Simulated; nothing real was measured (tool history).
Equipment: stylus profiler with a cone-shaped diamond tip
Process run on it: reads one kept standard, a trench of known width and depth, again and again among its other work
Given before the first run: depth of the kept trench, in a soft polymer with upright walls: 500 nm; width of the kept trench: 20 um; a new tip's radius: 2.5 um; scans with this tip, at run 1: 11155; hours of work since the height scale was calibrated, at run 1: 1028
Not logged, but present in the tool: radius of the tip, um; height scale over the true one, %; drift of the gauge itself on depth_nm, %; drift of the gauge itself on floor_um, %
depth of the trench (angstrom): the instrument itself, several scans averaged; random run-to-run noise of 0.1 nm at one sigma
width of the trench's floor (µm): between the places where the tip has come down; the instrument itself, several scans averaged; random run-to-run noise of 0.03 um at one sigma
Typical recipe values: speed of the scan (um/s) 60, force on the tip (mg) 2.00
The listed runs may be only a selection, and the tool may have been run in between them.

| run | hour | speed of the scan (um/s) | force on the tip (mg) | scans with this tip | hours of work since the height scale was calibrated | depth of the trench (angstrom) | width of the trench's floor (µm) |
|---|---|---|---|---|---|---|---|
| 1 | 0.0 | 60 | 2.00 | 11155 | 1028 | 5047.6 | 16.01 |
| 2 | 64.2 | 22 | 2.00 | 11488 | 1058 | 5043.9 | 16.08 |
| 3 | 104.6 | 60 | 2.00 | 11698 | 1078 | 5046.3 | 15.90 |
| 4 | 149.4 | 60 | 2.00 | 11930 | 1099 | 5044.6 | 15.96 |
| 5 | 208.7 | 47 | 2.00 | 12239 | 1128 | 5044.9 | 15.91 |
| 6 | 281.5 | 47 | 2.00 | 12616 | 1162 | 5043.7 | 15.86 |
| 7 | 349.1 | 60 | 1.87 | 12967 | 1195 | 5042.3 | 15.78 |
| 8 | 415.0 | 60 | 1.87 | 13310 | 1226 | 5040.6 | 15.80 |
| 9 | 451.2 | 60 | 1.87 | 13498 | 1244 | 5041.7 | 15.76 |
| 10 | 489.6 | 169 | 1.87 | 13697 | 1262 | 5040.7 | 15.45 |
| 11 | 543.2 | 169 | 1.70 | 13975 | 1288 | 5040.3 | 15.36 |
| 12 | 593.4 | 169 | 1.70 | 14236 | 1312 | 5037.6 | 15.39 |
| 13 | 670.6 | 169 | 1.70 | 14637 | 1349 | 5037.4 | 15.36 |
| 14 | 746.7 | 169 | 1.70 | 15032 | 1385 | 5037.4 | 15.28 |
| 15 | 795.0 | 21 | 1.95 | 15283 | 1408 | 5042.3 | 15.76 |
| 16 | 835.6 | 21 | 1.95 | 15494 | 1428 | 5041.2 | 15.85 |
| 17 | 871.6 | 158 | 1.53 | 15681 | 1445 | 5034.6 | 15.29 |
| 18 | 908.6 | 158 | 1.53 | 15873 | 1462 | 5031.6 | 15.26 |
| 19 | 977.0 | 120 | 2.37 | 16228 | 1495 | 5047.7 | 15.43 |
| 20 | 1028.5 | 230 | 2.11 | 16496 | 1520 | 5041.5 | 15.08 |
| 21 | 1080.3 | 230 | 2.11 | 16765 | 1545 | 5043.7 | 15.09 |
| 22 | 1149.6 | 28 | 2.00 | 17125 | 1578 | 5041.6 | 15.64 |
| 23 | 1205.1 | 28 | 1.34 | 17413 | 1604 | 5029.7 | 15.58 |
| 24 | 1253.1 | 19 | 1.01 | 17662 | 1627 | 5024.1 | 15.61 |
| 25 | 1340.2 | 149 | 1.66 | 18114 | 1669 | 5034.4 | 15.17 |
| 26 | 1402.6 | 149 | 1.66 | 18439 | 1699 | 5034.6 | 15.14 |
| 27 | 1478.0 | 77 | 4.61 | 18830 | 1735 | 5079.2 | 15.42 |

5 ways to go on from here, each from the tool as it stands after run 27. What would each give?
| A | 1561.7 | 15 | 1.36 | 19265 | 1775 | ? | ? |
| B | 1561.7 | 58 | 2.61 | 19265 | 1775 | ? | ? |
| C | 1561.7 | 78 | 0.97 | 19265 | 1775 | ? | ? |
| D | 1561.7 | 38 | 1.89 | 19265 | 1775 | ? | ? |
| E | 1561.7 | 19 | 1.47 | 19265 | 1775 | ? | ? |

| run | depth of the trench (angstrom) | width of the trench's floor (µm) |
|---|---|---|
| A | 5030.4 | 15.51 |
| B | 5050.3 | 15.45 |
| C | 5019.7 | 15.20 |
| D | 5039.5 | 15.47 |
| E | 5030.0 | 15.52 |
With no hidden state in the tool, these same runs would have given:
| run | depth of the trench (angstrom) | width of the trench's floor (µm) |
|---|---|---|
| A | 5041.8 | 16.93 |
| B | 5061.7 | 16.87 |
| C | 5031.1 | 16.62 |
| D | 5050.9 | 16.89 |
| E | 5041.4 | 16.94 |
